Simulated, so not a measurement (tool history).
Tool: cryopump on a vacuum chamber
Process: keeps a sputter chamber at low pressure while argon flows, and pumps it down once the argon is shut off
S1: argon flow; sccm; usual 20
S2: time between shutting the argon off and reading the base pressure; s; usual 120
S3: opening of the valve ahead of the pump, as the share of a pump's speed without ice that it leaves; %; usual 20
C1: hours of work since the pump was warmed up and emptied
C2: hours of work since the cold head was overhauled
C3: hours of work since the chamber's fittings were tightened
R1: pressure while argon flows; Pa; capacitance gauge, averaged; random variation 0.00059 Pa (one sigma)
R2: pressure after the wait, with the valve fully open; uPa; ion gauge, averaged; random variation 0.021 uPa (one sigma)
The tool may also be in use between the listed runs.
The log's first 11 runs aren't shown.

{"run": 12, "hour": 412.8, "S1": 21, "S2": 120, "S3": 20, "C1": 168, "C2": 919, "C3": 2463, "R1": 0.082, "R2": 2.36}
{"hour": 433.8, "done": "leaking fittings of the chamber tightened, without venting"}
{"run": 13, "hour": 467.9, "S1": 21, "S2": 120, "S3": 20, "C1": 202, "C2": 953, "C3": 22, "R1": 0.082, "R2": 0.58}
{"run": 14, "hour": 491.1, "S1": 21, "S2": 120, "S3": 20, "C1": 216, "C2": 968, "C3": 36, "R1": 0.0817, "R2": 0.57}
{"run": 15, "hour": 539.3, "S1": 21, "S2": 120, "S3": 20, "C1": 247, "C2": 998, "C3": 67, "R1": 0.0827, "R2": 0.59}
{"run": 16, "hour": 576.2, "S1": 21, "S2": 120, "S3": 20, "C1": 270, "C2": 1022, "C3": 90, "R1": 0.0819, "R2": 0.61}
{"run": 17, "hour": 607.5, "S1": 21, "S2": 192, "S3": 20, "C1": 290, "C2": 1041, "C3": 110, "R1": 0.0826, "R2": 0.47}
{"run": 18, "hour": 630.7, "S1": 8, "S2": 53, "S3": 40, "C1": 305, "C2": 1056, "C3": 125, "R1": 0.0166, "R2": 1.14}
{"run": 19, "hour": 685.7, "S1": 18, "S2": 32, "S3": 20, "C1": 340, "C2": 1091, "C3": 160, "R1": 0.0716, "R2": 1.74}
{"run": 20, "hour": 728.0, "S1": 30, "S2": 65, "S3": 27, "C1": 366, "C2": 1118, "C3": 186, "R1": 0.0905, "R2": 0.99}
{"run": 21, "hour": 762.5, "S1": 30, "S2": 65, "S3": 27, "C1": 388, "C2": 1140, "C3": 208, "R1": 0.0902, "R2": 1.06}
{"run": 22, "hour": 804.4, "S1": 30, "S2": 65, "S3": 27, "C1": 415, "C2": 1166, "C3": 235, "R1": 0.0904, "R2": 1.1}
{"run": 23, "hour": 829.5, "S1": 33, "S2": 31, "S3": 29, "C1": 431, "C2": 1182, "C3": 251, "R1": 0.093, "R2": 1.89}
{"run": 24, "hour": 883.3, "S1": 32, "S2": 120, "S3": 20, "C1": 465, "C2": 1216, "C3": 285, "R1": 0.1301, "R2": 0.85}
{"run": 25, "hour": 919.0, "S1": 19, "S2": 120, "S3": 33, "C1": 487, "C2": 1239, "C3": 307, "R1": 0.0477, "R2": 0.82}
{"run": 26, "hour": 955.7, "S1": 19, "S2": 120, "S3": 17, "C1": 511, "C2": 1262, "C3": 331, "R1": 0.0902, "R2": 0.86}

Run 27 comes next. What will it give?
{"run": 27, "hour": 998.7, "S1": 19, "S2": 120, "S3": 17, "C1": 538, "C2": 1289, "C3": 358, "R1": "?", "R2": "?"}

Run 27 gave R1 0.0902 Pa, R2 0.86 uPa.
Without the tool's hidden state the same run would have given R1 0.0851 Pa, R2 0.49 uPa.
